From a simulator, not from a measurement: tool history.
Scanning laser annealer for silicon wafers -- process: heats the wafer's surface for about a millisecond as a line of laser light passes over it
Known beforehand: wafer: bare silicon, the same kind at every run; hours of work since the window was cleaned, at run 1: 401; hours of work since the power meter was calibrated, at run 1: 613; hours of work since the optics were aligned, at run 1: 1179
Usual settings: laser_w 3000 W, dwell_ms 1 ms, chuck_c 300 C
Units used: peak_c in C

run	hour	laser_w	dwell_ms	chuck_c	hours of work since the window was cleaned	hours of work since the power meter was calibrated	hours of work since the optics were aligned	peak_c
1	0	3000	1	300	401	613	1179	1100
2	24.6	3000	1	300	418	629	1195	1100
3	49.3	3084	1	300	434	645	1211	1130
4	69.9	3084	1	300	447	658	1225	1122
5	94.4	3084	1	331	463	674	1241	1159
6	114.4	3084	1	331	476	687	1254	1155
7	140.8	3084	1	331	494	705	1271	1152
8	160.1	3084	1	331	506	717	1284	1150
9	187.3	3084	1	331	524	735	1302	1153
10	206.3	3084	1	331	536	747	1314	1147
11	217.6	3000	0.85	300	544	755	1321	1032
12	237.3	3000	0.85	300	557	768	1334	1034
13	254.9	3000	1	335	568	779	1346	1125
14	270.2	3000	1	300	578	789	1356	1093
15	288.6	3000	1	300	590	801	1368	1091
16	312.3	3000	1	300	606	817	1383	1089
17	333.2	3000	1	300	619	830	1397	1091
18	352.3	3000	1	300	632	843	1409	1088
19	369	3000	1	300	643	854	1420	1088
20	383.8	3000	1	300	652	863	1430	1086
21	402.8	3000	1.17	308	665	876	1442	1153
22	424.5	2790	0.93	322	679	890	1457	1018
23	444.2	3300	0.91	271	692	903	1470	1120
24	461.3	3300	0.91	271	703	914	1481	1118
25	483.3	3300	0.91	271	717	928	1495	1116
26	505.5	3300	0.91	271	732	943	1510	1122
27	527.5	3300	0.91	271	746	957	1524	1119
# hour 532.1: laser's power meter calibrated
28	557.3	3300	0.91	271	764	16	1542	1116
29	573.2	3000	1	270	774	27	1552	1050
30	584.5	3000	1	270	782	34	1559	1052
31	601	3000	1	270	792	45	1570	1049
# hour 611.5: laser's power meter calibrated, once more
32	617.8	3000	1	276	801	4	1579	1066
33	633.1	2937	1.15	338	811	14	1589	1159
34	659.4	2937	1.15	338	829	31	1606	1156
35	670.9	2937	1.15	338	836	39	1614	1160
36	694	3256	0.84	300	851	54	1629	1110
37	712.7	2725	1.02	297	863	66	1641	1001
38	731.2	3026	0.99	310	876	78	1653	1104
39	754.5	3000	1.08	338	891	93	1668	1152
40	779	2778	1.23	268	907	110	1684	1051

5 options for the next run, each taken on its own from the tool as it stands now. Forecast them:
A	792.6	3059	0.92	312	916	118	1693	?
B	792.6	2894	1	262	916	118	1693	?
C	792.6	2831	1.12	274	916	118	1693	?
D	792.6	2761	1.04	309	916	118	1693	?
E	792.6	3000	1	297	916	118	1693	?

run	peak_c
A	1088
B	1014
C	1041
D	1030
E	1081
Had the tool no hidden state, the same runs would have come out as:
run	peak_c
A	1131
B	1056
C	1084
D	1070
E	1125
